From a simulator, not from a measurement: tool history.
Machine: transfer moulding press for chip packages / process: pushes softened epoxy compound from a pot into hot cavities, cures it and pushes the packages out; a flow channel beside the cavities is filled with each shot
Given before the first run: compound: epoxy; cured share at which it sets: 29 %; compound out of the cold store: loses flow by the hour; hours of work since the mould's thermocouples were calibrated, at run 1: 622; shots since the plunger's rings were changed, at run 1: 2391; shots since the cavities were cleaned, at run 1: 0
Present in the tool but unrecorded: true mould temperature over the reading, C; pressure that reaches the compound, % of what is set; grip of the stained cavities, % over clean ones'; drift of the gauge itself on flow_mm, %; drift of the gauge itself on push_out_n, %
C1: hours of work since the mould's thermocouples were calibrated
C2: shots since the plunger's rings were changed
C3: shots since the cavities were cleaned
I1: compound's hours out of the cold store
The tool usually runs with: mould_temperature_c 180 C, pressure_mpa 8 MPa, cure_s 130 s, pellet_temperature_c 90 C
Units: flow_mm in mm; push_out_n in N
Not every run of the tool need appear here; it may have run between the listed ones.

Run 1, day 0: usual settings; C1 622; C2 2391; C3 0; I1 36.4. Result: flow_mm 548 mm, push_out_n 456 N.
Run 2, day 1.546: usual settings but pellet_temperature_c 92 C; C1 637; C2 2625; C3 234; I1 31.9. Result: flow_mm 553 mm, push_out_n 653 N.
Run 3, day 2.775: usual settings but pressure_mpa 6.59 MPa; C1 649; C2 2811; C3 420; I1 28.7. Result: flow_mm 504 mm, push_out_n 787 N.
Run 4, day 4.238: usual settings; C1 663; C2 3033; C3 642; I1 19. Result: flow_mm 570 mm, push_out_n 838 N.
Run 5, day 5.808: usual settings but pressure_mpa 9.77 MPa; C1 679; C2 3270; C3 879; I1 10.2. Result: flow_mm 648 mm, push_out_n 917 N.
Run 6, day 7.15: usual settings but pressure_mpa 9.77 MPa; C1 692; C2 3474; C3 1083; I1 30.8. Result: flow_mm 605 mm, push_out_n 945 N.
At day 8.05: cavities cleaned with cleaning compound and waxed.
Run 7, day 8.788: usual settings but pressure_mpa 9.77 MPa; C1 707; C2 3712; C3 111; I1 17.2. Result: flow_mm 628 mm, push_out_n 585 N.
Run 8, day 10.054: usual settings but pressure_mpa 9.77 MPa; C1 719; C2 3904; C3 303; I1 47.5. Result: flow_mm 565 mm, push_out_n 696 N.
Run 9, day 10.95: usual settings; C1 728; C2 4039; C3 438; I1 29.1. Result: flow_mm 538 mm, push_out_n 790 N.
Run 10, day 12.304: usual settings; C1 741; C2 4245; C3 644; I1 24. Result: flow_mm 548 mm, push_out_n 907 N.
At day 12.546: mould's thermocouples calibrated.
Run 11, day 14.375: usual settings; C1 18; C2 4545; C3 944; I1 9.6. Result: flow_mm 569 mm, push_out_n 908 N.
At day 16.033: plunger's sealing rings changed.
Run 12, day 16.096: usual settings; C1 34; C2 9; C3 1189; I1 45.4. Result: flow_mm 550 mm, push_out_n 929 N.
At day 16.258: cavities cleaned with cleaning compound and waxed.
Run 13, day 18.188: usual settings; C1 53; C2 317; C3 293; I1 16.4. Result: flow_mm 601 mm, push_out_n 677 N.
Run 14, day 20.2: usual settings; C1 73; C2 621; C3 597; I1 8.2. Result: flow_mm 612 mm, push_out_n 851 N.
Run 15, day 21.304: usual settings; C1 84; C2 789; C3 765; I1 11.6. Result: flow_mm 603 mm, push_out_n 869 N.
At day 22.054: mould's thermocouples calibrated, once more.
Run 16, day 22.971: usual settings; C1 9; C2 1028; C3 1004; I1 31.9. Result: flow_mm 567 mm, push_out_n 953 N.

What will run 17 give?
At day 24.454: cavities cleaned with cleaning compound and waxed.
Run 17, day 25.129: usual settings but mould_temperature_c 183 C, pellet_temperature_c 91 C; C1 29; C2 1346; C3 103; I1 18.9. Result: flow_mm ?, push_out_n ?.

flow_mm: 577 mm
push_out_n: 571 N
Were there no unlogged condition in the tool, this run, its random variation unchanged, would have produced flow_mm 596 mm, push_out_n 465 N.
